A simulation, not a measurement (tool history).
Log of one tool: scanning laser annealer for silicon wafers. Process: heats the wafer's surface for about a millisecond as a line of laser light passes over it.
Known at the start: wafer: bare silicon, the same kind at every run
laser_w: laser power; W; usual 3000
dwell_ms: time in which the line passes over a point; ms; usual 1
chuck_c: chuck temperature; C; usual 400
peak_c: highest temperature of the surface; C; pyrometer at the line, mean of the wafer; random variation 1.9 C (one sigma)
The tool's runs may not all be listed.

{"run": 1, "hour": 0.0, "laser_w": 3000, "dwell_ms": 1, "chuck_c": 400, "peak_c": 1071}
{"run": 2, "hour": 10.6, "laser_w": 3000, "dwell_ms": 1, "chuck_c": 400, "peak_c": 1071}
{"run": 3, "hour": 28.5, "laser_w": 3000, "dwell_ms": 0.98, "chuck_c": 400, "peak_c": 1064}
{"run": 4, "hour": 45.5, "laser_w": 3000, "dwell_ms": 1.02, "chuck_c": 400, "peak_c": 1078}
{"run": 5, "hour": 59.7, "laser_w": 3000, "dwell_ms": 1, "chuck_c": 361, "peak_c": 1033}
{"run": 6, "hour": 67.1, "laser_w": 3000, "dwell_ms": 1, "chuck_c": 400, "peak_c": 1068}
{"run": 7, "hour": 75.5, "laser_w": 3000, "dwell_ms": 1, "chuck_c": 400, "peak_c": 1071}
{"run": 8, "hour": 90.4, "laser_w": 3000, "dwell_ms": 1, "chuck_c": 400, "peak_c": 1070}
{"run": 9, "hour": 108.0, "laser_w": 3000, "dwell_ms": 1, "chuck_c": 400, "peak_c": 1066}
{"run": 10, "hour": 118.9, "laser_w": 3000, "dwell_ms": 1, "chuck_c": 400, "peak_c": 1069}
{"run": 11, "hour": 131.3, "laser_w": 3000, "dwell_ms": 1, "chuck_c": 400, "peak_c": 1069}
{"run": 12, "hour": 147.5, "laser_w": 3000, "dwell_ms": 1, "chuck_c": 400, "peak_c": 1065}
{"hour": 165.1, "done": "optics aligned, line set to its width"}
{"run": 13, "hour": 168.2, "laser_w": 3000, "dwell_ms": 1, "chuck_c": 400, "peak_c": 1093}
{"run": 14, "hour": 181.1, "laser_w": 3000, "dwell_ms": 1, "chuck_c": 400, "peak_c": 1087}
{"run": 15, "hour": 198.7, "laser_w": 3000, "dwell_ms": 1, "chuck_c": 400, "peak_c": 1086}
{"run": 16, "hour": 216.3, "laser_w": 3000, "dwell_ms": 1, "chuck_c": 400, "peak_c": 1083}
{"run": 17, "hour": 232.0, "laser_w": 3000, "dwell_ms": 1.14, "chuck_c": 400, "peak_c": 1134}
{"run": 18, "hour": 244.6, "laser_w": 3000, "dwell_ms": 0.96, "chuck_c": 400, "peak_c": 1070}
{"run": 19, "hour": 254.6, "laser_w": 3000, "dwell_ms": 1, "chuck_c": 400, "peak_c": 1083}
{"run": 20, "hour": 263.9, "laser_w": 3000, "dwell_ms": 1, "chuck_c": 400, "peak_c": 1089}
{"run": 21, "hour": 272.8, "laser_w": 3171, "dwell_ms": 0.89, "chuck_c": 400, "peak_c": 1088}
{"run": 22, "hour": 290.6, "laser_w": 3171, "dwell_ms": 0.89, "chuck_c": 400, "peak_c": 1085}
{"run": 23, "hour": 307.7, "laser_w": 2567, "dwell_ms": 0.81, "chuck_c": 428, "peak_c": 933}
{"run": 24, "hour": 323.6, "laser_w": 3153, "dwell_ms": 1, "chuck_c": 372, "peak_c": 1095}
{"run": 25, "hour": 339.9, "laser_w": 3285, "dwell_ms": 1, "chuck_c": 400, "peak_c": 1161}
{"run": 26, "hour": 353.7, "laser_w": 2820, "dwell_ms": 1.06, "chuck_c": 361, "peak_c": 1015}
{"run": 27, "hour": 361.9, "laser_w": 3218, "dwell_ms": 1.06, "chuck_c": 411, "peak_c": 1177}
{"run": 28, "hour": 371.5, "laser_w": 3218, "dwell_ms": 1.02, "chuck_c": 411, "peak_c": 1158}
{"run": 29, "hour": 381.2, "laser_w": 2570, "dwell_ms": 1.07, "chuck_c": 391, "peak_c": 979}
{"run": 30, "hour": 391.2, "laser_w": 2764, "dwell_ms": 1.07, "chuck_c": 422, "peak_c": 1058}
{"run": 31, "hour": 399.3, "laser_w": 2974, "dwell_ms": 1.14, "chuck_c": 416, "peak_c": 1135}
{"run": 32, "hour": 409.9, "laser_w": 2974, "dwell_ms": 1.14, "chuck_c": 416, "peak_c": 1137}
{"run": 33, "hour": 421.5, "laser_w": 3270, "dwell_ms": 1.07, "chuck_c": 413, "peak_c": 1191}
{"run": 34, "hour": 436.2, "laser_w": 3000, "dwell_ms": 0.7, "chuck_c": 385, "peak_c": 948}
{"run": 35, "hour": 446.8, "laser_w": 3056, "dwell_ms": 0.7, "chuck_c": 418, "peak_c": 988}
{"run": 36, "hour": 463.7, "laser_w": 2807, "dwell_ms": 0.77, "chuck_c": 417, "peak_c": 960}
{"run": 37, "hour": 475.9, "laser_w": 3285, "dwell_ms": 0.73, "chuck_c": 413, "peak_c": 1049}
{"run": 38, "hour": 484.8, "laser_w": 3285, "dwell_ms": 1.01, "chuck_c": 400, "peak_c": 1158}
{"run": 39, "hour": 492.3, "laser_w": 3000, "dwell_ms": 1.21, "chuck_c": 432, "peak_c": 1185}
{"run": 40, "hour": 506.0, "laser_w": 3000, "dwell_ms": 1.21, "chuck_c": 369, "peak_c": 1121}

Forecast each of these 3 alternatives for the next run:
{"run": "A", "hour": 520.4, "laser_w": 3146, "dwell_ms": 1, "chuck_c": 400, "peak_c": "?"}
{"run": "B", "hour": 520.4, "laser_w": 3120, "dwell_ms": 1.19, "chuck_c": 371, "peak_c": "?"}
{"run": "C", "hour": 520.4, "laser_w": 3000, "dwell_ms": 1, "chuck_c": 398, "peak_c": "?"}

run=A peak_c=1112
run=B peak_c=1149
run=C peak_c=1073
Without the tool's hidden state the same runs would have given:
run=A peak_c=1167
run=B peak_c=1209
run=C peak_c=1125

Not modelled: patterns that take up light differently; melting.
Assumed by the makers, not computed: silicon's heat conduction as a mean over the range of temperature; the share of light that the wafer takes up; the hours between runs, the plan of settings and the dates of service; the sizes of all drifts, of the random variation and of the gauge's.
